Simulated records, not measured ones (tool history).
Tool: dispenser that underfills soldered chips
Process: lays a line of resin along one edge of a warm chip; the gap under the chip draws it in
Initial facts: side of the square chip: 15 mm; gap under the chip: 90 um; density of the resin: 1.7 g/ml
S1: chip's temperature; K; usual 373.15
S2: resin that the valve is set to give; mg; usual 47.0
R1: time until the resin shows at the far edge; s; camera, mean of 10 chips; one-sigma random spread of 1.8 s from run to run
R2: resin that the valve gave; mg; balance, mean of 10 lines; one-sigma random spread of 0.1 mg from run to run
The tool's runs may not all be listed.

run   hour      S1    S2     R1     R2
  1    0.0  373.15  47.0  186.5  46.11
       5.0  -- dispensing valve cleaned and set on the balance
       8.1  -- new syringe of resin
  2   10.5  373.15  47.0  194.7  46.97
  3   15.8  373.15  47.0  238.2  47.08
      16.9  -- new syringe of resin
  4   21.1  373.15  47.0  208.2  46.78
      25.9  -- new syringe of resin
  5   30.5  373.15  47.0  206.4  46.58
      34.6  -- new syringe of resin
  6   37.0  373.15  40.6  203.7  40.25
      43.0  -- new syringe of resin
  7   46.8  384.15  40.6  136.4  40.04
      51.5  -- new syringe of resin
  8   53.5  384.15  40.6  123.2  40.05
      60.1  -- new syringe of resin
      61.1  -- dispensing valve cleaned and set on the balance
  9   63.2  384.15  40.6  121.9  40.49
 10   68.2  384.15  40.6  148.7  40.50
      69.8  -- new syringe of resin
 11   74.1  384.15  40.6  138.1  40.35
      78.1  -- new syringe of resin
 12   78.7  384.15  40.6  120.0  40.39
 13   84.7  359.15  40.6  467.2  40.21
      86.6  -- new syringe of resin
 14   94.2  380.15  42.9  176.9  42.28
      95.3  -- new syringe of resin
 15  101.1  382.15  40.4  156.6  39.75
     103.7  -- new syringe of resin
 16  107.4  374.15  51.5  192.4  50.64
     112.2  -- new syringe of resin
     116.3  -- dispensing valve cleaned and set on the balance
 17  116.7  374.15  51.5  190.2  51.97
     121.8  -- new syringe of resin
 18  121.8  384.15  51.6  109.8  51.79
     130.5  -- new syringe of resin
 19  131.1  384.15  51.6  112.0  51.65
     138.8  -- new syringe of resin
 20  140.7  378.15  53.9  154.0  53.61
     147.4  -- new syringe of resin
 21  150.6  366.15  40.0  289.6  39.84
 22  154.6  367.15  60.6  294.3  60.25
     156.0  -- new syringe of resin
 23  160.0  381.15  42.8  151.1  42.27
     164.7  -- new syringe of resin
 24  169.5  377.15  40.4  192.7  39.92
     171.6  -- dispensing valve cleaned and set on the balance
     174.2  -- new syringe of resin
 25  178.4  374.15  47.0  200.6  46.72

Branching from run 25: 4 alternative next runs. What would each branch give?
     182.8  -- new syringe of resin
  A  182.8  372.15  47.0   ?   ?
     182.8  -- new syringe of resin
  B  182.8  378.15  46.2   ?   ?
     182.8  -- new syringe of resin
  C  182.8  374.15  42.8   ?   ?
     182.8  -- new syringe of resin
  D  182.8  382.15  40.7   ?   ?

run     R1     R2
  A  190.5  46.68
  B  147.6  45.73
  C  174.8  42.47
  D  128.5  40.30
Stripped of hidden state, with their random variation kept, the same runs would have yielded:
run     R1     R2
  A  184.2  46.97
  B  142.8  46.02
  C  168.9  42.74
  D  124.3  40.55
